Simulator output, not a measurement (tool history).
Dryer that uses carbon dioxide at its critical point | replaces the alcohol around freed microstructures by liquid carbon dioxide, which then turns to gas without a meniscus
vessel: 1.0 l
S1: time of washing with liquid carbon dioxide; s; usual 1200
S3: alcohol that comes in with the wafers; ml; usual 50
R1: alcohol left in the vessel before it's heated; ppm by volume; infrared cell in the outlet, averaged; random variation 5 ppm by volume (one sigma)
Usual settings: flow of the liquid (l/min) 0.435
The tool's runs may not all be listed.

{"run": 1, "hour": 0.0, "S1": 1200, "flow of the liquid (l/min)": 0.435, "S3": 50, "R1": 75}
{"run": 2, "hour": 30.5, "S1": 1200, "flow of the liquid (l/min)": 0.435, "S3": 50, "R1": 84}
{"run": 3, "hour": 57.1, "S1": 1200, "flow of the liquid (l/min)": 0.435, "S3": 50, "R1": 95}
{"run": 4, "hour": 81.4, "S1": 1200, "flow of the liquid (l/min)": 0.435, "S3": 50, "R1": 87}
{"run": 5, "hour": 113.3, "S1": 1200, "flow of the liquid (l/min)": 0.668, "S3": 50, "R1": 79}
{"run": 6, "hour": 135.7, "S1": 1200, "flow of the liquid (l/min)": 0.29, "S3": 50, "R1": 345}
{"run": 7, "hour": 154.4, "S1": 1200, "flow of the liquid (l/min)": 0.435, "S3": 50, "R1": 93}
{"run": 8, "hour": 169.5, "S1": 1200, "flow of the liquid (l/min)": 0.435, "S3": 40, "R1": 93}
{"run": 9, "hour": 199.1, "S1": 1200, "flow of the liquid (l/min)": 0.435, "S3": 50, "R1": 92}
{"run": 10, "hour": 229.2, "S1": 1200, "flow of the liquid (l/min)": 0.435, "S3": 50, "R1": 111}
{"run": 11, "hour": 256.5, "S1": 1200, "flow of the liquid (l/min)": 0.435, "S3": 50, "R1": 104}
{"run": 12, "hour": 271.2, "S1": 1200, "flow of the liquid (l/min)": 0.435, "S3": 39, "R1": 104}
{"run": 13, "hour": 289.0, "S1": 1200, "flow of the liquid (l/min)": 0.435, "S3": 39, "R1": 108}
{"run": 14, "hour": 308.1, "S1": 1200, "flow of the liquid (l/min)": 0.435, "S3": 39, "R1": 101}
{"run": 15, "hour": 331.1, "S1": 1200, "flow of the liquid (l/min)": 0.435, "S3": 39, "R1": 106}
{"run": 16, "hour": 360.1, "S1": 1200, "flow of the liquid (l/min)": 0.435, "S3": 39, "R1": 110}
{"run": 17, "hour": 390.8, "S1": 1200, "flow of the liquid (l/min)": 0.435, "S3": 39, "R1": 119}
{"run": 18, "hour": 414.0, "S1": 1200, "flow of the liquid (l/min)": 0.435, "S3": 39, "R1": 116}
{"run": 19, "hour": 436.8, "S1": 1200, "flow of the liquid (l/min)": 0.435, "S3": 39, "R1": 123}
{"run": 20, "hour": 462.6, "S1": 1200, "flow of the liquid (l/min)": 0.435, "S3": 50, "R1": 116}
{"run": 21, "hour": 490.8, "S1": 1200, "flow of the liquid (l/min)": 0.435, "S3": 50, "R1": 127}
{"run": 22, "hour": 511.8, "S1": 1200, "flow of the liquid (l/min)": 0.435, "S3": 50, "R1": 118}
{"run": 23, "hour": 542.4, "S1": 1440, "flow of the liquid (l/min)": 0.435, "S3": 50, "R1": 109}
{"run": 24, "hour": 560.0, "S1": 1440, "flow of the liquid (l/min)": 0.435, "S3": 50, "R1": 107}
{"run": 25, "hour": 581.4, "S1": 1440, "flow of the liquid (l/min)": 0.435, "S3": 50, "R1": 116}
{"run": 26, "hour": 611.8, "S1": 1440, "flow of the liquid (l/min)": 0.435, "S3": 50, "R1": 112}
{"run": 27, "hour": 641.0, "S1": 1440, "flow of the liquid (l/min)": 0.274, "S3": 30, "R1": 212}
{"run": 28, "hour": 663.6, "S1": 1380, "flow of the liquid (l/min)": 0.308, "S3": 37, "R1": 190}
{"run": 29, "hour": 692.5, "S1": 1380, "flow of the liquid (l/min)": 0.333, "S3": 37, "R1": 163}
{"run": 30, "hour": 723.9, "S1": 720, "flow of the liquid (l/min)": 0.646, "S3": 116, "R1": 206}
{"run": 31, "hour": 742.4, "S1": 720, "flow of the liquid (l/min)": 0.646, "S3": 116, "R1": 214}
{"run": 32, "hour": 761.3, "S1": 720, "flow of the liquid (l/min)": 0.646, "S3": 116, "R1": 201}
{"run": 33, "hour": 788.8, "S1": 780, "flow of the liquid (l/min)": 0.702, "S3": 29, "R1": 131}
{"run": 34, "hour": 814.3, "S1": 780, "flow of the liquid (l/min)": 0.702, "S3": 29, "R1": 133}
{"run": 35, "hour": 840.2, "S1": 1200, "flow of the liquid (l/min)": 0.46, "S3": 61, "R1": 134}
{"run": 36, "hour": 865.7, "S1": 780, "flow of the liquid (l/min)": 0.435, "S3": 34, "R1": 365}
{"run": 37, "hour": 887.9, "S1": 1800, "flow of the liquid (l/min)": 0.435, "S3": 34, "R1": 134}
{"run": 38, "hour": 912.4, "S1": 1500, "flow of the liquid (l/min)": 0.435, "S3": 50, "R1": 130}
{"run": 39, "hour": 932.7, "S1": 1500, "flow of the liquid (l/min)": 0.435, "S3": 50, "R1": 133}
{"run": 40, "hour": 954.9, "S1": 1200, "flow of the liquid (l/min)": 0.312, "S3": 95, "R1": 588}
{"run": 41, "hour": 982.0, "S1": 840, "flow of the liquid (l/min)": 0.346, "S3": 64, "R1": 1109}
{"run": 42, "hour": 1002.4, "S1": 1500, "flow of the liquid (l/min)": 0.435, "S3": 112, "R1": 150}
{"run": 43, "hour": 1021.7, "S1": 900, "flow of the liquid (l/min)": 0.52, "S3": 112, "R1": 253}
{"run": 44, "hour": 1035.0, "S1": 900, "flow of the liquid (l/min)": 0.52, "S3": 112, "R1": 248}
{"run": 45, "hour": 1052.0, "S1": 720, "flow of the liquid (l/min)": 0.45, "S3": 112, "R1": 1176}

Forecast each of these 3 alternatives for the next run:
{"run": "A", "hour": 1065.2, "S1": 720, "flow of the liquid (l/min)": 0.297, "S3": 112, "R1": "?"}
{"run": "B", "hour": 1065.2, "S1": 900, "flow of the liquid (l/min)": 0.298, "S3": 84, "R1": "?"}
{"run": "C", "hour": 1065.2, "S1": 1200, "flow of the liquid (l/min)": 0.45, "S3": 112, "R1": "?"}

run=A R1=5672
run=B R1=2074
run=C R1=180
Without the tool's hidden state the same runs would have given:
run=A R1=4137
run=B R1=1343
run=C R1=21

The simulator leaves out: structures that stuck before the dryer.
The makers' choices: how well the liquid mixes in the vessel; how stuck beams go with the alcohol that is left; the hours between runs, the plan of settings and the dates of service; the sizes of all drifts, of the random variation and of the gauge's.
